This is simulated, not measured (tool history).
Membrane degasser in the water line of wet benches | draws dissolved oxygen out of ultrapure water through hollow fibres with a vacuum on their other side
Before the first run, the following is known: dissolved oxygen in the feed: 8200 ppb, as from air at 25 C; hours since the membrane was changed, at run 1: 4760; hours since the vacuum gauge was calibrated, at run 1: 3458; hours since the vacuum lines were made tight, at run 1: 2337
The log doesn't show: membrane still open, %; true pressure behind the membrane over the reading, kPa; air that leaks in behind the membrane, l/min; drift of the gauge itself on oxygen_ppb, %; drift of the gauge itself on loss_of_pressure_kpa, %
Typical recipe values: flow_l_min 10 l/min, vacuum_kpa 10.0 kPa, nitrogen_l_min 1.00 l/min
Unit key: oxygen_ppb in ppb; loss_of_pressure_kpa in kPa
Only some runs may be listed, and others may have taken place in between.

| run | hour | flow_l_min | vacuum_kpa | nitrogen_l_min | hours since the membrane was changed | hours since the vacuum gauge was calibrated | hours since the vacuum lines were made tight | oxygen_ppb | loss_of_pressure_kpa |
|---|---|---|---|---|---|---|---|---|---|
| 1 | 0.0 | 10 | 10.0 | 1.00 | 4760 | 3458 | 2337 | 169.8 | 60.20 |
| 2 | 127.6 | 10 | 10.0 | 1.00 | 4887 | 3586 | 2465 | 172.0 | 60.60 |
| 3 | 201.7 | 10 | 6.3 | 1.00 | 4962 | 3660 | 2539 | 84.5 | 60.15 |
|  | 213.3 | vacuum gauge calibrated |
| 4 | 289.7 | 10 | 10.0 | 1.00 | 5049 | 76 | 2626 | 172.0 | 60.47 |
| 5 | 360.2 | 10 | 10.0 | 1.00 | 5119 | 147 | 2697 | 172.1 | 60.53 |
| 6 | 465.6 | 10 | 10.0 | 1.00 | 5225 | 252 | 2802 | 173.2 | 60.57 |
| 7 | 550.4 | 10 | 10.0 | 1.00 | 5310 | 337 | 2887 | 175.0 | 60.50 |

Run 8 is up next; what results do you expect?
|  | 675.5 | vacuum gauge calibrated, once more |
| 8 | 676.2 | 6 | 10.0 | 2.16 | 5435 | 1 | 3012 | ? | ? |

oxygen_ppb: 49.8 ppb
loss_of_pressure_kpa: 36.02 kPa
Without the tool's hidden state the same run would have given oxygen_ppb 47.9 ppb, loss_of_pressure_kpa 34.98 kPa.
